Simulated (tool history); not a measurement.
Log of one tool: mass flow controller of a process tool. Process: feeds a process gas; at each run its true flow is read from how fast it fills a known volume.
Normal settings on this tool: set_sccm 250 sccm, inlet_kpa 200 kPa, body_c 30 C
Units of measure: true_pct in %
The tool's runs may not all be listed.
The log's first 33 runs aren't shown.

run,hour,set_sccm,inlet_kpa,body_c,true_pct
34,10422.4,297,181,32,97.95
35,10766.4,466,184,20,97.63
36,10963.5,250,183,38,98.11
37,11199.9,54,156,24,89.87
38,11622.9,74,184,40,93.22
39,12055.5,74,184,40,93.03
40,12482.7,89,184,40,93.84
41,12817.8,89,184,40,93.51
42,13187.4,89,184,40,93.26
43,13572.8,469,178,30,98.02
44,13966.1,250,200,26,95.97
45,14208.1,206,200,25,95.03
46,14551.1,206,200,25,94.79
47,14929.1,310,200,31,96.56
48,15356.5,321,215,25,95.80
49,15764.6,321,215,25,95.80

Here are 3 independent what-if runs from the current tool condition. What would each one return?
A,16020.1,321,242,25,?
B,16020.1,321,215,25,?
C,16020.1,183,206,23,?

run,true_pct
A,95.58
B,95.72
C,93.69
Without the tool's unlogged condition, the same runs would have read:
run,true_pct
A,99.35
B,99.49
C,99.06
